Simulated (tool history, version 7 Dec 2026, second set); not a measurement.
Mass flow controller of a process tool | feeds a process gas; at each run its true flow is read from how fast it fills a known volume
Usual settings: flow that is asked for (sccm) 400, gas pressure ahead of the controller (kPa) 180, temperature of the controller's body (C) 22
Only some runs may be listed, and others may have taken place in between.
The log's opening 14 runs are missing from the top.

| run | hour | flow that is asked for (sccm) | gas pressure ahead of the controller (kPa) | temperature of the controller's body (C) | true flow (%) |
|---|---|---|---|---|---|
| 15 | 3234.6 | 400 | 180 | 22 | 97.72 |
| 16 | 3400.2 | 400 | 180 | 22 | 97.81 |
| 17 | 3684.7 | 400 | 180 | 22 | 97.6 |
| 18 | 3926.6 | 671 | 180 | 38 | 99.54 |
| 19 | 4093.5 | 671 | 180 | 38 | 99.65 |
| 20 | 4376.1 | 400 | 144 | 22 | 97.33 |
| 21 | 4652.5 | 400 | 144 | 22 | 97.18 |
| 22 | 4892.5 | 576 | 180 | 39 | 99.38 |
| 23 | 5169.3 | 576 | 180 | 39 | 99.29 |
| 24 | 5307.2 | 576 | 180 | 39 | 99.29 |
| 25 | 5563.4 | 128 | 180 | 34 | 97.99 |
| 26 | 5726.4 | 331 | 180 | 25 | 97.27 |
| 27 | 5934.3 | 484 | 214 | 37 | 98.62 |
| 28 | 6127.8 | 157 | 148 | 33 | 97.48 |
| 29 | 6284.8 | 105 | 210 | 22 | 96.56 |
| 30 | 6515.6 | 107 | 260 | 22 | 96.67 |
|  | 6562.1 | gauge calibrated |
| 31 | 6761.4 | 263 | 180 | 25 | 98.82 |
| 32 | 6946.3 | 263 | 180 | 25 | 98.71 |
| 33 | 7171.6 | 263 | 212 | 21 | 98.28 |
| 34 | 7325.9 | 188 | 245 | 21 | 98.23 |

Below are 5 alternative next runs, each starting from the tool's condition after run 34. Predict each:
| A | 7603.2 | 279 | 245 | 21 | ? |
| B | 7603.2 | 113 | 245 | 37 | ? |
| C | 7603.2 | 543 | 141 | 31 | ? |
| D | 7603.2 | 344 | 180 | 20 | ? |
| E | 7603.2 | 114 | 219 | 22 | ? |

| run | true flow (%) |
|---|---|
| A | 98.37 |
| B | 99.83 |
| C | 99.42 |
| D | 98.15 |
| E | 98.23 |
Without the tool's hidden state the same runs would have given:
| run | true flow (%) |
|---|---|
| A | 98.66 |
| B | 100.13 |
| C | 99.72 |
| D | 98.45 |
| E | 98.53 |
